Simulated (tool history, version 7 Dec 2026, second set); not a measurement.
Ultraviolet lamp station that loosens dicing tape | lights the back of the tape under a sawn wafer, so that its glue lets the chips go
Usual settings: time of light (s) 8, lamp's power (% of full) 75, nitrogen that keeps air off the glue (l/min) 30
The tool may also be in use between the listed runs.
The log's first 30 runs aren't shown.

| run | hour | time of light (s) | lamp's power (% of full) | nitrogen that keeps air off the glue (l/min) | hours of work of the lamp | hours of work since the window was cleaned | force that peels the tape off (N) | light that reached the tape (mJ/cm2) |
|---|---|---|---|---|---|---|---|---|
| 31 | 1332.2 | 8 | 87 | 12 | 672 | 456 | 0.953 | 264 |
| 32 | 1378.8 | 8 | 75 | 39 | 692 | 476 | 0.566 | 224 |
| 33 | 1422.4 | 4 | 75 | 21 | 711 | 494 | 3.096 | 110 |
| 34 | 1461.5 | 7 | 80 | 47 | 727 | 511 | 0.626 | 206 |
| 35 | 1499.6 | 8 | 61 | 18 | 743 | 527 | 1.671 | 178 |
| 36 | 1532.0 | 8 | 61 | 18 | 757 | 541 | 1.643 | 175 |
| 37 | 1557.5 | 12 | 61 | 35 | 768 | 551 | 0.412 | 268 |
| 38 | 1611.5 | 8 | 75 | 11 | 791 | 574 | 1.639 | 214 |
| 39 | 1637.8 | 8 | 75 | 11 | 802 | 585 | 1.648 | 212 |
| 40 | 1669.1 | 5 | 79 | 11 | 815 | 598 | 3.143 | 137 |
| 41 | 1726.1 | 5 | 79 | 11 | 839 | 623 | 3.288 | 135 |

3 ways to go on from here, each from the tool as it stands after run 41. What would each give?
| A | 1752.2 | 9 | 79 | 18 | 850 | 634 | ? | ? |
| B | 1752.2 | 8 | 75 | 36 | 850 | 634 | ? | ? |
| C | 1752.2 | 5 | 64 | 11 | 850 | 634 | ? | ? |

| run | force that peels the tape off (N) | light that reached the tape (mJ/cm2) |
|---|---|---|
| A | 0.837 | 239 |
| B | 0.746 | 208 |
| C | 3.985 | 114 |
Without the tool's hidden state the same runs would have given:
| run | force that peels the tape off (N) | light that reached the tape (mJ/cm2) |
|---|---|---|
| A | 0.321 | 351 |
| B | 0.291 | 302 |
| C | 2.525 | 165 |
